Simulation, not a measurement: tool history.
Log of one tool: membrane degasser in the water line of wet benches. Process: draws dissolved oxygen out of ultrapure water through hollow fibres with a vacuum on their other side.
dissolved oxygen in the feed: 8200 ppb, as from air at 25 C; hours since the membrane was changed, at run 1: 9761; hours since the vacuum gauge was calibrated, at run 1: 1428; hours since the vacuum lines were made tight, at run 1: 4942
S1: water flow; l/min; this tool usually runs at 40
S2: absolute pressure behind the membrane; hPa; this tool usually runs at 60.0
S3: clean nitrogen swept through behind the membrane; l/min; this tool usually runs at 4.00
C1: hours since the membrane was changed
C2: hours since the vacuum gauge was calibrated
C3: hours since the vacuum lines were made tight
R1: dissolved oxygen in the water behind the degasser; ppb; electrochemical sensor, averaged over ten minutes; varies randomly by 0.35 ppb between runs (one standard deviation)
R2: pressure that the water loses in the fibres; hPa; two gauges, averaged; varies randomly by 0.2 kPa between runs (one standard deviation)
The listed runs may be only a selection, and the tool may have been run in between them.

Run 1, hour 0.0: usual settings; C1 9761; C2 1428; C3 4942. Result: R1 71.2 ppb, R2 469.4 hPa.
Run 2, hour 199.8: usual settings; C1 9961; C2 1627; C3 5142. Result: R1 71.0 ppb, R2 464.5 hPa.
Run 3, hour 410.5: usual settings; C1 10172; C2 1838; C3 5352. Result: R1 71.6 ppb, R2 467.9 hPa.
Run 4, hour 574.0: usual settings but S3 7.66 l/min; C1 10335; C2 2002; C3 5516. Result: R1 40.1 ppb, R2 467.7 hPa.
Run 5, hour 749.4: usual settings but S3 7.66 l/min; C1 10511; C2 2177; C3 5691. Result: R1 40.2 ppb, R2 471.2 hPa.
Run 6, hour 961.9: usual settings but S3 7.66 l/min; C1 10723; C2 2390; C3 5904. Result: R1 40.0 ppb, R2 469.0 hPa.
Run 7, hour 1208.8: usual settings but S3 7.66 l/min; C1 10970; C2 2636; C3 6151. Result: R1 40.9 ppb, R2 470.6 hPa.
Run 8, hour 1505.4: usual settings but S3 7.66 l/min; C1 11267; C2 2933; C3 6447. Result: R1 41.2 ppb, R2 473.4 hPa.
At hour 1533.9: vacuum gauge calibrated.
Run 9, hour 1807.6: usual settings but S3 7.66 l/min; C1 11568; C2 274; C3 6749. Result: R1 41.6 ppb, R2 470.3 hPa.
Run 10, hour 1975.5: usual settings; C1 11736; C2 442; C3 6917. Result: R1 74.7 ppb, R2 474.5 hPa.
Run 11, hour 2227.4: usual settings; C1 11988; C2 694; C3 7169. Result: R1 75.1 ppb, R2 480.3 hPa.
Run 12, hour 2417.5: usual settings but S1 59 l/min, S2 148.1 hPa, S3 2.80 l/min; C1 12178; C2 884; C3 7359. Result: R1 542.6 ppb, R2 699.7 hPa.
Run 13, hour 2663.4: usual settings but S1 59 l/min, S2 148.1 hPa, S3 2.80 l/min; C1 12424; C2 1130; C3 7605. Result: R1 547.1 ppb, R2 704.6 hPa.
Run 14, hour 2952.7: usual settings but S1 45 l/min, S2 146.0 hPa, S3 9.76 l/min; C1 12714; C2 1419; C3 7894. Result: R1 137.0 ppb, R2 536.2 hPa.
Run 15, hour 3258.2: usual settings but S1 45 l/min, S2 146.0 hPa, S3 9.76 l/min; C1 13019; C2 1724; C3 8199. Result: R1 136.5 ppb, R2 539.1 hPa.
At hour 3391.9: vacuum gauge calibrated, once more.
Run 16, hour 3548.3: usual settings but S1 31 l/min, S2 82.0 hPa, S3 4.99 l/min; C1 13309; C2 156; C3 8489. Result: R1 76.8 ppb, R2 367.5 hPa.
Run 17, hour 3823.7: usual settings but S1 62 l/min, S2 82.0 hPa, S3 4.99 l/min; C1 13584; C2 432; C3 8764. Result: R1 171.8 ppb, R2 746.7 hPa.
Run 18, hour 3990.9: usual settings but S2 71.3 hPa, S3 8.39 l/min; C1 13751; C2 599; C3 8932. Result: R1 50.5 ppb, R2 475.3 hPa.
Run 19, hour 4318.7: usual settings but S2 71.3 hPa, S3 8.39 l/min; C1 14079; C2 927; C3 9259. Result: R1 50.6 ppb, R2 483.8 hPa.
Run 20, hour 4453.3: usual settings but S2 71.3 hPa, S3 8.39 l/min; C1 14214; C2 1061; C3 9394. Result: R1 50.8 ppb, R2 480.2 hPa.
Run 21, hour 4761.8: usual settings but S1 28 l/min, S2 121.2 hPa, S3 9.91 l/min; C1 14522; C2 1370; C3 9703. Result: R1 63.9 ppb, R2 337.2 hPa.

Selected run-to-run steps in R1, each split into two signed amounts: the part the tool would show with no hidden state at all (from settings, incoming material and random variation), and the remainder, which goes to the hidden state together with any gauge scatter not common to the measured and the hidden-state-free results:
Hidden state present: membrane still open, %; true pressure behind the membrane over the reading, kPa; air that leaks in behind the membrane, l/min; drift of the gauge itself on oxygen_ppb, %; drift of the gauge itself on loss_of_pressure_kpa, %.
Run 11 -> 12: S1 40 -> 59, S2 60.0 -> 148.1, S3 4.00 -> 2.80. R1 +467.5 ppb: hidden state +12.4, all else +455.1.
Run 13 -> 14: S1 59 -> 45, S2 148.1 -> 146.0, S3 2.80 -> 9.76. R1 -410.1 ppb: hidden state -13.7, all else -396.4.
